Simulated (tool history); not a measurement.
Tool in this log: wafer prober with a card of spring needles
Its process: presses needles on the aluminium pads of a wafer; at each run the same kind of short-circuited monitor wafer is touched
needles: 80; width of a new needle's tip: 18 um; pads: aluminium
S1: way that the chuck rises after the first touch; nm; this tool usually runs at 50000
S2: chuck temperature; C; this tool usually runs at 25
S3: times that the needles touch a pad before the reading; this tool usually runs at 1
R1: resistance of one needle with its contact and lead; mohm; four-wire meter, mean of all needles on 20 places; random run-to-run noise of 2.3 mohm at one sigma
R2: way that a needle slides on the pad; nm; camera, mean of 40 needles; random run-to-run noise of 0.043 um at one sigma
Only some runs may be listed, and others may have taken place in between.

run    hour     S1  S2  S3   R1     R2
  1     0.0  50000  25   1  274   9210
  2    67.5  50000  25   2  269   8750
  3   108.3  50000  25   2  347   8570
  4   144.8  50000  25   2  366   8530
  5   202.4  63000  25   2  300  10930
  6   283.6  63000  58   2  305  12230
  7   356.0  50000  25   1  379   9610
  8   397.4  61000  25   1  269  11690
  9   478.3  50000  25   3  275   9430
 10   538.7  50000  25   3  260   9310
 11   615.0  54000  48   1  308   9970
 12   669.5  54000  48   1  317   9940
 13   733.9  47000  25   1  284   8430
 14   767.8  47000  25   1  443   8310
 15   804.8  47000  25   1  284   8260
 16   870.2  33000  66   2  394   6460
 17   934.0  65000  25   1  351  12650
 18  1008.3  61000  31   1  318  11680
 19  1073.8  50000  25   1  412   9420
 20  1148.9  58000  83   2  349  10840

Put back what was entered between runs (131 entries, withheld): which listed runs does each sit between, and how does the hidden state differ from the listed run before to the listed run after?
In the gap between runs 1 and 2: tips cleaned on abrasive film (hour 7.8); tips cleaned on abrasive film (hour 15.6); tips cleaned on abrasive film (hour 25.4); tips cleaned on abrasive film (hour 33.2); tips cleaned on abrasive film (hour 41.0); tips cleaned on abrasive film (hour 48.8); tips cleaned on abrasive film (hour 58.6); tips cleaned on abrasive film (hour 67.5)
  debris on the tips, nm: 3.8 -> 2.1; way that the needles fall short of the set height, um: 3.17 -> 5.84; tips' diameter, um: 19.11 -> 19.44
  measured less the result without the state, R1: +16 -> +9 mohm; R2: -620 -> -1150 nm
In the gap between runs 2 and 3: tips cleaned on abrasive film (hour 75.3); tips cleaned on abrasive film (hour 85.1); tips cleaned on abrasive film (hour 94.8); tips cleaned on abrasive film (hour 102.7)
  debris on the tips, nm: 2.1 -> 33.1; way that the needles fall short of the set height, um: 5.84 -> 6.18; tips' diameter, um: 19.44 -> 19.56
  measured less the result without the state, R1: +9 -> +90 mohm; R2: -1150 -> -1210 nm
In the gap between runs 3 and 4: tips cleaned on abrasive film (hour 112.3); tips cleaned on abrasive film (hour 120.1); tips cleaned on abrasive film (hour 127.9); tips cleaned on abrasive film (hour 137.7)
  debris on the tips, nm: 33.1 -> 39.5; way that the needles fall short of the set height, um: 6.18 -> 6.51; tips' diameter, um: 19.56 -> 19.67
  measured less the result without the state, R1: +90 -> +109 mohm; R2: -1210 -> -1280 nm
In the gap between runs 4 and 5: tips cleaned on abrasive film (hour 146.9); tips cleaned on abrasive film (hour 154.7); tips cleaned on abrasive film (hour 162.5); tips cleaned on abrasive film (hour 170.3); tips cleaned on abrasive film (hour 180.1); tips cleaned on abrasive film (hour 187.9); tips cleaned on abrasive film (hour 197.6)
  debris on the tips, nm: 39.5 -> 25.3; way that the needles fall short of the set height, um: 6.51 -> 7.05; tips' diameter, um: 19.67 -> 19.86
  measured less the result without the state, R1: +109 -> +47 mohm; R2: -1280 -> -1380 nm
In the gap between runs 5 and 6: tips cleaned on abrasive film (hour 206.4); tips cleaned on abrasive film (hour 214.2); tips cleaned on abrasive film (hour 224.0); tips cleaned on abrasive film (hour 231.8); height of the first contact set anew (hour 234.0); tips cleaned on abrasive film (hour 241.8); tips cleaned on abrasive film (hour 251.6); tips cleaned on abrasive film (hour 259.4); tips cleaned on abrasive film (hour 267.2); tips cleaned on abrasive film (hour 277.0)
  debris on the tips, nm: 25.3 -> 30.5; way that the needles fall short of the set height, um: 7.05 -> 0.35; tips' diameter, um: 19.86 -> 20.08
  measured less the result without the state, R1: +47 -> +42 mohm; R2: -1380 -> -70 nm
In the gap between runs 6 and 7: tips cleaned on abrasive film (hour 285.7); tips cleaned on abrasive film (hour 295.4); tips cleaned on abrasive film (hour 305.2); tips cleaned on abrasive film (hour 314.9); tips cleaned on abrasive film (hour 322.7); tips cleaned on abrasive film (hour 330.6); tips cleaned on abrasive film (hour 340.3); tips cleaned on abrasive film (hour 350.1)
  debris on the tips, nm: 30.5 -> 31.7; way that the needles fall short of the set height, um: 0.35 -> 0.92; tips' diameter, um: 20.08 -> 20.28
  measured less the result without the state, R1: +42 -> +122 mohm; R2: -70 -> -180 nm
In the gap between runs 7 and 8: tips cleaned on abrasive film (hour 358.0); tips cleaned on abrasive film (hour 365.9); tips cleaned on abrasive film (hour 375.6); tips cleaned on abrasive film, once more (hour 379.6); tips cleaned on abrasive film (hour 387.4); tips cleaned on abrasive film (hour 397.1)
  debris on the tips, nm: 31.7 -> 6; way that the needles fall short of the set height, um: 0.92 -> 1.35; tips' diameter, um: 20.28 -> 20.43
  measured less the result without the state, R1: +122 -> +18 mohm; R2: -180 -> -260 nm
In the gap between runs 8 and 9: tips cleaned on abrasive film (hour 405.3); tips cleaned on abrasive film (hour 415.0); tips cleaned on abrasive film (hour 422.8); tips cleaned on abrasive film (hour 430.7); tips cleaned on abrasive film (hour 440.4); tips cleaned on abrasive film (hour 450.2); tips cleaned on abrasive film (hour 458.0); tips cleaned on abrasive film (hour 467.7); tips cleaned on abrasive film (hour 477.5)
  debris on the tips, nm: 6 -> 8.3; way that the needles fall short of the set height, um: 1.35 -> 2; tips' diameter, um: 20.43 -> 20.66
  measured less the result without the state, R1: +18 -> +15 mohm; R2: -260 -> -390 nm
In the gap between runs 9 and 10: tips cleaned on abrasive film (hour 486.1); tips cleaned on abrasive film (hour 494.0); tips cleaned on abrasive film (hour 503.7); tips cleaned on abrasive film (hour 511.5); tips cleaned on abrasive film (hour 521.3); tips cleaned on abrasive film (hour 529.1); tips cleaned on abrasive film (hour 538.7)
  debris on the tips, nm: 8.3 -> 2.4; way that the needles fall short of the set height, um: 2 -> 2.54; tips' diameter, um: 20.66 -> 20.85
  measured less the result without the state, R1: +15 -> +7 mohm; R2: -390 -> -500 nm
In the gap between runs 10 and 11: tips cleaned on abrasive film (hour 548.5); tips cleaned on abrasive film (hour 556.3); tips cleaned on abrasive film (hour 566.0); tips cleaned on abrasive film (hour 575.8); tips cleaned on abrasive film (hour 585.5); tips cleaned on abrasive film (hour 595.3); tips cleaned on abrasive film (hour 605.0); tips cleaned on abrasive film (hour 612.9)
  debris on the tips, nm: 2.4 -> 12.4; way that the needles fall short of the set height, um: 2.54 -> 3.16; tips' diameter, um: 20.85 -> 21.06
  measured less the result without the state, R1: +7 -> +48 mohm; R2: -500 -> -620 nm
In the gap between runs 11 and 12: tips cleaned on abrasive film (hour 620.8); tips cleaned on abrasive film (hour 630.6); tips cleaned on abrasive film (hour 638.4); tips cleaned on abrasive film (hour 648.2); tips cleaned on abrasive film (hour 657.9); tips cleaned on abrasive film (hour 667.7)
  debris on the tips, nm: 12.4 -> 13.4; way that the needles fall short of the set height, um: 3.16 -> 3.56; tips' diameter, um: 21.06 -> 21.2
  measured less the result without the state, R1: +48 -> +54 mohm; R2: -620 -> -700 nm
In the gap between runs 12 and 13: tips cleaned on abrasive film (hour 677.3); tips cleaned on abrasive film (hour 687.0); tips cleaned on abrasive film (hour 696.8); tips cleaned on abrasive film (hour 706.5); tips cleaned on abrasive film (hour 716.3); tips cleaned on abrasive film (hour 726.0); tips cleaned on abrasive film (hour 733.8)
  debris on the tips, nm: 13.4 -> 3.8; way that the needles fall short of the set height, um: 3.56 -> 4.07; tips' diameter, um: 21.2 -> 21.38
  measured less the result without the state, R1: +54 -> +25 mohm; R2: -700 -> -800 nm
In the gap between runs 13 and 14: tips cleaned on abrasive film (hour 741.7); tips cleaned on abrasive film (hour 751.5); tips cleaned on abrasive film (hour 761.2)
  debris on the tips, nm: 3.8 -> 32.4; way that the needles fall short of the set height, um: 4.07 -> 4.28; tips' diameter, um: 21.38 -> 21.45
  measured less the result without the state, R1: +25 -> +182 mohm; R2: -800 -> -840 nm
In the gap between runs 14 and 15: tips cleaned on abrasive film (hour 769.9); tips cleaned on abrasive film (hour 777.7); tips cleaned on abrasive film (hour 785.5); tips cleaned on abrasive film (hour 795.2); tips cleaned on abrasive film (hour 804.8)
  debris on the tips, nm: 32.4 -> 3.1; way that the needles fall short of the set height, um: 4.28 -> 4.62; tips' diameter, um: 21.45 -> 21.57
  measured less the result without the state, R1: +182 -> +23 mohm; R2: -840 -> -910 nm
In the gap between runs 15 and 16: tips cleaned on abrasive film (hour 814.5); tips cleaned on abrasive film (hour 822.3); tips cleaned on abrasive film (hour 830.1); tips cleaned on abrasive film (hour 839.9); height of the first contact set anew (hour 844.0); tips cleaned on abrasive film (hour 848.0); tips cleaned on abrasive film (hour 857.8); tips cleaned on abrasive film (hour 867.5)
  debris on the tips, nm: 3.1 -> 20.7; way that the needles fall short of the set height, um: 4.62 -> 0.19; tips' diameter, um: 21.57 -> 21.75
  measured less the result without the state, R1: +23 -> +113 mohm; R2: -910 -> -30 nm
In the gap between runs 16 and 17: tips cleaned on abrasive film (hour 876.1); tips cleaned on abrasive film (hour 883.9); tips cleaned on abrasive film (hour 893.6); tips cleaned on abrasive film (hour 901.4); tips cleaned on abrasive film (hour 909.3); tips cleaned on abrasive film (hour 917.1); tips cleaned on abrasive film (hour 926.8)
  debris on the tips, nm: 20.7 -> 36.6; way that the needles fall short of the set height, um: 0.19 -> 0.72; tips' diameter, um: 21.75 -> 21.93
  measured less the result without the state, R1: +113 -> +98 mohm; R2: -30 -> -140 nm
In the gap between runs 17 and 18: tips cleaned on abrasive film (hour 936.0); tips cleaned on abrasive film (hour 943.8); tips cleaned on abrasive film (hour 953.6); tips cleaned on abrasive film (hour 961.4); tips cleaned on abrasive film (hour 969.2); tips cleaned on abrasive film (hour 979.0); tips cleaned on abrasive film (hour 986.8); tips cleaned on abrasive film (hour 994.6); tips cleaned on abrasive film (hour 1004.4)
  debris on the tips, nm: 36.6 -> 20.5; way that the needles fall short of the set height, um: 0.72 -> 1.39; tips' diameter, um: 21.93 -> 22.17
  measured less the result without the state, R1: +98 -> +65 mohm; R2: -140 -> -280 nm
In the gap between runs 18 and 19: tips cleaned on abrasive film (hour 1012.3); tips cleaned on abrasive film (hour 1020.1); tips cleaned on abrasive film (hour 1029.8); tips cleaned on abrasive film (hour 1037.7); tips cleaned on abrasive film (hour 1047.4); tips cleaned on abrasive film (hour 1057.2); tips cleaned on abrasive film (hour 1066.9)
  debris on the tips, nm: 20.5 -> 33; way that the needles fall short of the set height, um: 1.39 -> 1.92; tips' diameter, um: 22.17 -> 22.35
  measured less the result without the state, R1: +65 -> +156 mohm; R2: -280 -> -380 nm
In the gap between runs 19 and 20: tips cleaned on abrasive film (hour 1075.8); tips cleaned on abrasive film (hour 1085.6); tips cleaned on abrasive film (hour 1093.4); tips cleaned on abrasive film (hour 1103.1); tips cleaned on abrasive film (hour 1112.9); tips cleaned on abrasive film (hour 1122.6); tips cleaned on abrasive film (hour 1132.4); tips cleaned on abrasive film (hour 1142.1)
  debris on the tips, nm: 33 -> 35.5; way that the needles fall short of the set height, um: 1.92 -> 2.52; tips' diameter, um: 22.35 -> 22.56
  measured less the result without the state, R1: +156 -> +75 mohm; R2: -380 -> -490 nm

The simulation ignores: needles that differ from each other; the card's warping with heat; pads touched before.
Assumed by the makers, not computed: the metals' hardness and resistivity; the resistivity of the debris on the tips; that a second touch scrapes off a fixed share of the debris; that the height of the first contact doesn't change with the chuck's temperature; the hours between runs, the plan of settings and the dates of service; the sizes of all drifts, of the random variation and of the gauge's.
